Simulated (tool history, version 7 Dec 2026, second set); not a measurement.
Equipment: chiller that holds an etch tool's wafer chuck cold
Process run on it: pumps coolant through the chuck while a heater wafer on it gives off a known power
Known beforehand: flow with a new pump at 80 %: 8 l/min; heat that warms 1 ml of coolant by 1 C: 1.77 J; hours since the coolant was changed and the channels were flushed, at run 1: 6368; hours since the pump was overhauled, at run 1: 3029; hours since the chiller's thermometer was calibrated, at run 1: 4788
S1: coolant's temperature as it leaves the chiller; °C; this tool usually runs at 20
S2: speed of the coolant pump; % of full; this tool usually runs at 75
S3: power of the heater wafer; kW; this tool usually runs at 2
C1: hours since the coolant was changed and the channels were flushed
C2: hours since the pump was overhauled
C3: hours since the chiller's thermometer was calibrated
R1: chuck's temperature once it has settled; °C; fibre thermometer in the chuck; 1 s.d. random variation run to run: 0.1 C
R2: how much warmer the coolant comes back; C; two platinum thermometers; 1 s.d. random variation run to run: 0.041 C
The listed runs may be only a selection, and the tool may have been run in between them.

run   hour  S1  S2  S3    C1    C2    C3    R1    R2
  1      0  20  75   2  6368  3029  4788  41.6  9.47
  2   69.4  20  75   2  6438  3099  4857  41.7  9.42
  3  148.3  20  75   2  6517  3177  4936  41.5  9.36
  4  228.9  20  75   2  6597  3258  5017  41.7  9.41
  5  315.1  20  75   2  6684  3344  5103  41.7  9.45
  6  369.1  20  75   2  6738  3398  5157  41.5   9.5
  7  451.1  20  75   2  6820  3480  5239  41.7  9.53
  8  500.2  20  75   2  6869  3529  5288  41.8  9.46
  9  568.8  20  75   2  6937  3598  5356  41.6  9.48
 10  648.7  20  75   2  7017  3678  5436  41.7  9.53
 11  730.4  20  75   2  7099  3760  5518  41.8  9.53
 12    806  20  75   2  7174  3835  5594  41.8   9.5
 13  847.8  20  75   2  7216  3877  5635  41.8  9.49
 14  912.2  20  75   2  7281  3941  5700  42.1  9.55
 15  969.1  20  75   2  7338  3998  5757  41.9  9.47

Run 16, settings as shown, results not yet in. Your forecast:
 16  1004.9  14  75   2  7373  4034  5793   ?   ?

{"run 16": {"R1": 35.8, "R2": 9.53}}
On a tool with no hidden condition, and with the same random variation, this run would have come out at R1 33.6 °C, R2 9.14 C.
